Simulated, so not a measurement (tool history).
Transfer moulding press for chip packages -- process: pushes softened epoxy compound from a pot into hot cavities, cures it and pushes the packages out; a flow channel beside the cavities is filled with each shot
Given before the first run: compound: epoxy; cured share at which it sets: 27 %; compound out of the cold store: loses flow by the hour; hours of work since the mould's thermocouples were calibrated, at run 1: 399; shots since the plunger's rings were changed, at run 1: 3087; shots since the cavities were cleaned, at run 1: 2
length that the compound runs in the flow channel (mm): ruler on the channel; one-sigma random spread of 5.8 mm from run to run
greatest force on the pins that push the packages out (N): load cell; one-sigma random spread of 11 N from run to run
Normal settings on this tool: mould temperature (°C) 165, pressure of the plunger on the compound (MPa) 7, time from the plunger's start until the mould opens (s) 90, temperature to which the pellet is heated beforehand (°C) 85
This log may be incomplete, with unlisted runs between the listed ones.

run	hour	mould temperature (°C)	pressure of the plunger on the compound (MPa)	time from the plunger's start until the mould opens (s)	temperature to which the pellet is heated beforehand (°C)	hours of work since the mould's thermocouples were calibrated	shots since the plunger's rings were changed	shots since the cavities were cleaned	incoming compound's hours out of the cold store	length that the compound runs in the flow channel (mm)	greatest force on the pins that push the packages out (N)
1	0	165	7	90	85	399	3087	2	14.4	689	530
2	36.6	165	7	90	85	424	3549	464	28.9	652	521
# hour 44.8: cavities cleaned with cleaning compound and waxed
3	67.5	165	7	90	85	445	3921	287	13.2	687	549
# hour 87.7: cavities cleaned with cleaning compound and waxed
4	99.5	165	7	90	85	465	4305	148	19.1	679	561
5	122.1	165	7	90	85	481	4592	435	24.8	659	536
# hour 131.1: cavities cleaned with cleaning compound and waxed
6	151.1	165	7	90	85	500	4939	253	32.8	650	515
# hour 169.4: mould's thermocouples calibrated
# hour 178.2: cavities cleaned with cleaning compound and waxed
7	185.3	165	7	90	85	10	5326	89	39.8	642	527
8	209.8	163	8.6	129	76	27	5636	399	31.5	732	350
# hour 222.5: cavities cleaned with cleaning compound and waxed
9	251.1	164	8.6	129	81	54	6138	361	46.9	701	351
# hour 266.6: cavities cleaned with cleaning compound and waxed
10	273.2	164	8.6	129	81	68	6399	84	41.3	715	357
# hour 309.1: plunger's sealing rings changed
# hour 312.8: cavities cleaned with cleaning compound and waxed
11	326.5	172	6.79	129	81	102	201	173	26.6	631	335
# hour 358.6: cavities cleaned with cleaning compound and waxed
12	370.2	161	7	74	85	131	733	146	27.3	677	1118
# hour 403.5: cavities cleaned with cleaning compound and waxed
13	419.9	165	6.66	96	85	164	1343	208	21.8	655	467

Here are 3 independent what-if runs from the current tool condition. What would each one return?
# hour 446.6: cavities cleaned with cleaning compound and waxed
A	447.5	167	6.66	96	78	182	1671	10	39.6	?	?
# hour 446.6: cavities cleaned with cleaning compound and waxed
B	447.5	165	7	90	91	182	1671	10	9	?	?
# hour 446.6: cavities cleaned with cleaning compound and waxed
C	447.5	167	6.66	104	85	182	1671	10	28.5	?	?

run	length that the compound runs in the flow channel (mm)	greatest force on the pins that push the packages out (N)
A	619	401
B	705	529
C	633	371
Had the tool no hidden state, the same runs would have come out as:
run	length that the compound runs in the flow channel (mm)	greatest force on the pins that push the packages out (N)
A	619	401
B	705	529
C	633	371
